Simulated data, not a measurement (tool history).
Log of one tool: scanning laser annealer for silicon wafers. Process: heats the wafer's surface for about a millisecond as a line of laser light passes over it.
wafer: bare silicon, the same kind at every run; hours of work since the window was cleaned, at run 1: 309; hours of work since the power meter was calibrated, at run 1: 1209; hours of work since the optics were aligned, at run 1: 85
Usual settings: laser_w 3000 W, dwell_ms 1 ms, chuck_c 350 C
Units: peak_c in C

| run | hour | laser_w | dwell_ms | chuck_c | hours of work since the window was cleaned | hours of work since the power meter was calibrated | hours of work since the optics were aligned | peak_c |
|---|---|---|---|---|---|---|---|---|
| 1 | 0 | 3000 | 1 | 350 | 309 | 1209 | 85 | 1110 |
|  | 27.6 | window over the wafer cleaned |
| 2 | 39.9 | 3000 | 1 | 350 | 6 | 1226 | 102 | 1092 |
| 3 | 99.2 | 3000 | 1 | 350 | 33 | 1254 | 130 | 1088 |
|  | 132.3 | window over the wafer cleaned, once more |
| 4 | 172.7 | 3000 | 1 | 350 | 19 | 1287 | 163 | 1171 |
| 5 | 224.9 | 3000 | 1 | 350 | 43 | 1311 | 187 | 1166 |
| 6 | 255.8 | 3000 | 1 | 350 | 57 | 1325 | 201 | 1162 |
| 7 | 325.8 | 3000 | 1 | 350 | 89 | 1358 | 234 | 1153 |
| 8 | 390.2 | 3000 | 1 | 350 | 119 | 1387 | 263 | 1148 |
| 9 | 430.6 | 3186 | 1.09 | 385 | 138 | 1406 | 282 | 1277 |
| 10 | 477.9 | 3186 | 1.01 | 348 | 160 | 1428 | 304 | 1208 |
| 11 | 532.1 | 3117 | 0.86 | 350 | 185 | 1453 | 329 | 1122 |
| 12 | 563.4 | 3145 | 1.23 | 350 | 199 | 1467 | 344 | 1261 |
| 13 | 601.2 | 3000 | 0.9 | 332 | 217 | 1485 | 361 | 1078 |
| 14 | 672.4 | 3000 | 0.79 | 333 | 250 | 1518 | 394 | 1030 |
| 15 | 734.9 | 3029 | 1.13 | 350 | 279 | 1547 | 423 | 1171 |

5 ways to go on from here, each from the tool as it stands after run 15. What would each give?
| A | 796 | 3029 | 1.13 | 350 | 307 | 1575 | 451 | ? |
| B | 796 | 2612 | 0.73 | 320 | 307 | 1575 | 451 | ? |
| C | 796 | 2910 | 1 | 350 | 307 | 1575 | 451 | ? |
| D | 796 | 2869 | 1 | 362 | 307 | 1575 | 451 | ? |
| E | 796 | 2687 | 0.78 | 336 | 307 | 1575 | 451 | ? |

| run | peak_c |
|---|---|
| A | 1164 |
| B | 873 |
| C | 1080 |
| D | 1080 |
| E | 926 |
Without the tool's hidden state the same runs would have given:
| run | peak_c |
|---|---|
| A | 1227 |
| B | 916 |
| C | 1136 |
| D | 1136 |
| E | 971 |
